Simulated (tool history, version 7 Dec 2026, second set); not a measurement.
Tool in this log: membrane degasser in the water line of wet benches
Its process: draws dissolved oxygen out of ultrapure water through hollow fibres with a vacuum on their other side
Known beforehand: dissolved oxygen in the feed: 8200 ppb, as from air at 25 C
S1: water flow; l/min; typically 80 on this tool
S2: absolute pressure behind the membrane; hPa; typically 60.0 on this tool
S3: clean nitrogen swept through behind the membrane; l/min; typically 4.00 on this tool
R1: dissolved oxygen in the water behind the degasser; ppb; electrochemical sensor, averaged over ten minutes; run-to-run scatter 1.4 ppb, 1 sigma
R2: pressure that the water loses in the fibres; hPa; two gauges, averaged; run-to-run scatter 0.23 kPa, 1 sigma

run,hour,S1,S2,S3,R1,R2
1,0.0,80,60.0,4.00,144.5,579.4
2,42.6,116,60.0,4.00,244.6,845.8
3,113.0,116,60.0,4.00,238.8,844.0
4,158.9,116,60.0,2.93,284.3,844.6
5,243.0,116,60.0,2.93,289.5,849.4
# hour 294.6: vacuum gauge calibrated
6,331.1,116,60.0,2.93,288.6,842.8
7,386.9,116,60.0,2.93,292.8,848.5
8,434.4,116,60.0,2.93,290.8,845.4
9,471.3,116,118.5,2.93,695.5,844.8
10,531.9,116,118.5,2.93,701.8,849.4
11,621.7,116,118.5,2.93,700.4,849.1
12,680.8,80,38.5,4.00,48.0,587.8
13,762.9,80,38.5,4.00,48.7,585.0
14,849.2,80,38.5,4.00,48.4,584.6
15,890.6,80,38.5,4.00,49.5,587.0
16,971.8,80,120.9,7.99,221.9,586.5
17,1019.5,110,121.3,4.38,521.6,807.0
# hour 1041.9: seals of the vacuum lines changed
18,1067.6,87,60.0,8.53,93.2,634.6
19,1112.3,87,60.0,8.53,94.2,636.3
20,1164.8,125,83.8,4.00,417.1,916.9
21,1205.3,61,118.7,4.04,298.0,449.2
22,1242.1,76,118.7,2.68,509.2,558.6
23,1292.3,124,98.9,3.29,566.2,910.4
24,1347.1,124,98.9,3.29,559.5,912.6
25,1395.5,120,98.9,3.29,557.7,878.6
26,1466.8,120,98.9,3.29,561.4,882.7
27,1526.2,113,98.9,3.45,494.2,832.6
28,1566.4,80,56.1,8.47,73.1,590.4
29,1653.4,80,56.1,8.47,73.8,586.6
30,1703.1,80,106.4,1.73,635.4,589.9

Forecast each of these 5 alternatives for the next run:
A,1758.1,110,68.3,4.00,?,?
B,1758.1,110,60.0,3.45,?,?
C,1758.1,48,72.6,3.02,?,?
D,1758.1,52,140.8,1.87,?,?
E,1758.1,76,83.3,10.79,?,?

run,R1,R2
A,271.4,812.8
B,246.5,813.3
C,148.2,352.2
D,601.8,383.4
E,101.7,557.9
Stripped of hidden state, with their random variation kept, the same runs would have yielded:
run,R1,R2
A,259.2,784.4
B,233.9,785.0
C,146.0,339.8
D,598.6,370.0
E,97.8,538.5

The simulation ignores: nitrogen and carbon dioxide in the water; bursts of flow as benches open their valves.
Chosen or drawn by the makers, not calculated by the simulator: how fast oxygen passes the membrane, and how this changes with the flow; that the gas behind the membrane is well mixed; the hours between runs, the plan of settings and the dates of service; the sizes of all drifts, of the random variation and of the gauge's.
